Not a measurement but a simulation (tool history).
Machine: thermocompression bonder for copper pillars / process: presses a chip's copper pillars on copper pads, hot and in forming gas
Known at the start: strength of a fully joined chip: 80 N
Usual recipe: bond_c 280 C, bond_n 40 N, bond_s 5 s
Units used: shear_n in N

run	hour	bond_c	bond_n	bond_s	shear_n
1	0	280	40	5	44.3
2	44.2	280	40	5	43.8
3	68	280	40	5	44.3
# hour 108.2: forming gas filter changed
4	112.2	280	40	5	45.2
5	168.7	280	40	5	45.9
6	227.3	280	40	5	45.9
7	255.7	280	40	5	46.4
8	305.2	280	40	3	38.4
9	343.6	280	40	3	38.7
10	387.9	280	40	13	59
11	412.9	280	40	3	39
12	438.4	280	40	3	39.5
13	471.8	280	40	3	38.5
14	503.4	275	38	10	52
15	557	296	40	5	54.3
16	593.2	294	60	15	75.6
17	637.4	260	31	5	27.7
18	674.1	279	43	3	41.1
# hour 699.1: forming gas filter changed
19	700.3	280	56	5	61.7
20	748.1	263	40	11	50.9
# hour 758.4: force cell calibrated
21	777.6	281	40	7	50.5
22	801.8	281	40	7	50.9
23	848.4	281	40	7	50.8
24	876.4	281	40	7	51.3
25	901.1	281	40	4	42.6

Some steps in shear_n, run to run, broken into two amounts with sign: the step expected even without the hidden condition (settings, incoming material, random variation), and the rest, left for the hidden condition together with whatever gauge scatter is not in both the measured and the hidden-condition-free result:
Unlogged tool condition in this case: true temperature of the bond over the reading, C; force that reaches the chip, % of what is set; oxide that the forming gas leaves, % of the face; drift of the gauge itself on shear_n, %.
Run 15 -> 16: bond_c 296 -> 294, bond_n 40 -> 60, bond_s 5 -> 15. shear_n +21.3 N: hidden state -4.8, all else +26.1.
Run 16 -> 17: bond_c 294 -> 260, bond_n 60 -> 31, bond_s 15 -> 5. shear_n -47.9 N: hidden state +4.2, all else -52.1.
